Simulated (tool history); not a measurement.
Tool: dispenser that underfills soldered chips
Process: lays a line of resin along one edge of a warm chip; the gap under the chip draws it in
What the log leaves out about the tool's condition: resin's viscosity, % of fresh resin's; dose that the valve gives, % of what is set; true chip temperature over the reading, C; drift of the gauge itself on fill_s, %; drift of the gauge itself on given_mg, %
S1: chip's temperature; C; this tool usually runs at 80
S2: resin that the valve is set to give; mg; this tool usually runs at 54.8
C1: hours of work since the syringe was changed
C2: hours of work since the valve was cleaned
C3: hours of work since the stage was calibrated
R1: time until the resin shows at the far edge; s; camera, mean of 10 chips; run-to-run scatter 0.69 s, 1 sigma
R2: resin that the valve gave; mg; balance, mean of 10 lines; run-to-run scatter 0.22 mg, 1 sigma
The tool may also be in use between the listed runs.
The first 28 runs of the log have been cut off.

run   hour  S1    S2  C1   C2   C3     R1     R2
 29   85.4  72  54.8   4  116  131  106.1  49.64
 30   87.9  72  54.8   5  118  133  120.1  49.36
 31   90.8  92  60.8   8  121  135   80.3  55.02
      93.8  -- new syringe of resin
 32   94.9  68  49.4   1  124  138   98.4  44.26
 33   99.4  68  49.4   4  127  142  128.7  44.18
     103.0  -- dispensing valve cleaned and set on the balance
 34  104.6  69  54.8   8    1  145  151.5  54.58
     107.8  -- new syringe of resin
 35  108.6  69  54.8   1    4  148   94.3  54.82
 36  110.8  69  54.8   2    6  149  104.6  54.77
 37  112.7  87  70.1   4    7  151   67.5  69.79

Below are 3 alternative next runs, each starting from the tool's condition after run 37. Predict each:
  A  116.6  78  50.1   7  10  154   ?   ?
  B  116.6  75  54.0   7  10  154   ?   ?
  C  116.6  93  54.8   7  10  154   ?   ?

run     R1     R2
  A  113.9  49.76
  B  121.8  52.94
  C   75.4  54.11
The same runs, with their run-to-run variation unchanged, on a tool lacking any hidden condition would have given:
run    R1     R2
  A  66.9  50.32
  B  71.7  53.55
  C  44.5  54.73
